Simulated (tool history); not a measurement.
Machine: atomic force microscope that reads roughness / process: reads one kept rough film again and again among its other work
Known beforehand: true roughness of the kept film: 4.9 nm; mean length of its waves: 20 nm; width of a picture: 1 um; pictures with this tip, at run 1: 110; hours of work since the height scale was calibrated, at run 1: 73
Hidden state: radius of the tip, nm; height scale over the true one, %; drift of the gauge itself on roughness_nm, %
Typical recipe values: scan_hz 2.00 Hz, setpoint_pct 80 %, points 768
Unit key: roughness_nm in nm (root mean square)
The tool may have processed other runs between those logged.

run     day  scan_hz  setpoint_pct  points  pictures with this tip  hours of work since the height scale was calibrated  roughness_nm
  1   0.000     2.00            80     768                     110                                                   73         2.272
  2   0.488     2.00            80     768                     128                                                   79         2.158
  3   1.408     2.00            80     768                     161                                                   92         2.004
      1.608  -- new tip fitted
  4   2.183     0.65            80     768                      21                                                  103         3.472
  5   3.062     2.00            80     768                      53                                                  115         2.828
  6   3.588     2.00            80     768                      73                                                  122         2.649
  7   4.229     2.00            80     768                      96                                                  131         2.471
  8   4.975     2.00            80     968                     124                                                  142         2.288
  9   5.475     2.00            80     768                     142                                                  149         2.152
      6.192  -- new tip fitted
 10   6.221     2.00            80     768                       1                                                  159         3.363
 11   6.900     2.00            80     768                      25                                                  168         3.053
 12   7.388     2.00            80     768                      43                                                  175         2.869
 13   8.071     2.00            80     768                      68                                                  185         2.628
 14   8.638     2.00            80     315                      89                                                  193         2.396
 15   9.508     2.00            80     315                     121                                                  205         2.202
 16  10.250     2.00            84     768                     148                                                  215         2.052
     10.804  -- new tip fitted
 17  10.817     2.00            85     768                       0                                                  223         3.369
 18  11.217     2.00            80     768                      15                                                  228         3.290
 19  11.975     2.00            80     768                      43                                                  239         2.948
 20  12.683     2.00            80     768                      69                                                  249         2.686
 21  13.350     1.05            80     768                      93                                                  258         2.632
 22  13.812     2.00            80     429                     110                                                  265         2.346
 23  14.275     2.00            82     437                     127                                                  271         2.195
 24  14.654     2.00            86     323                     141                                                  277         2.043
 25  15.067     2.00            86     323                     156                                                  282         1.960
     15.388  -- new tip fitted
 26  15.633     2.68            58     376                       9                                                  290         3.522
 27  16.212     2.53            80     980                      31                                                  298         2.970
 28  16.929     2.83            65     409                      57                                                  308         2.858
 29  17.425     2.06            66     391                      75                                                  315         2.757
 30  18.050     1.95            81     355                      98                                                  324         2.391
 31  18.692     1.95            69     464                     122                                                  333         2.374
 32  19.258     1.95            69     464                     142                                                  341         2.258
     19.954  -- new tip fitted
 33  19.958     0.93            67     768                       0                                                  350         3.796
 34  20.421     2.15            72     768                      17                                                  356         3.406
 35  21.117     2.00            80    1009                      43                                                  366         2.977
 36  21.575     1.10            80     768                      60                                                  373         2.950
 37  22.354     1.10            89     768                      88                                                  384         2.605
 38  22.933     1.10            89     768                     109                                                  392         2.450
 39  23.833     1.34            89     356                     142                                                  404         2.181
     24.521  -- new tip fitted
 40  24.621     3.81            80     459                       4                                                  415         3.075
 41  25.396     3.81            80     459                      32                                                  426         2.755
 42  26.083     1.61            58     768                      57                                                  435         3.059

3 options for the next run, each taken on its own from the tool as it stands now. Forecast them:
  A  26.596     1.61            58     421                      76                                                  442             ?
  B  26.596     1.54            85     296                      76                                                  442             ?
  C  26.596     2.80            80     768                      76                                                  442             ?

run  roughness_nm
  A         2.854
  B         2.560
  C         2.517
With the hidden condition removed and each run's random variation left untouched, the same runs would have given:
run  roughness_nm
  A         3.777
  B         3.390
  C         3.329
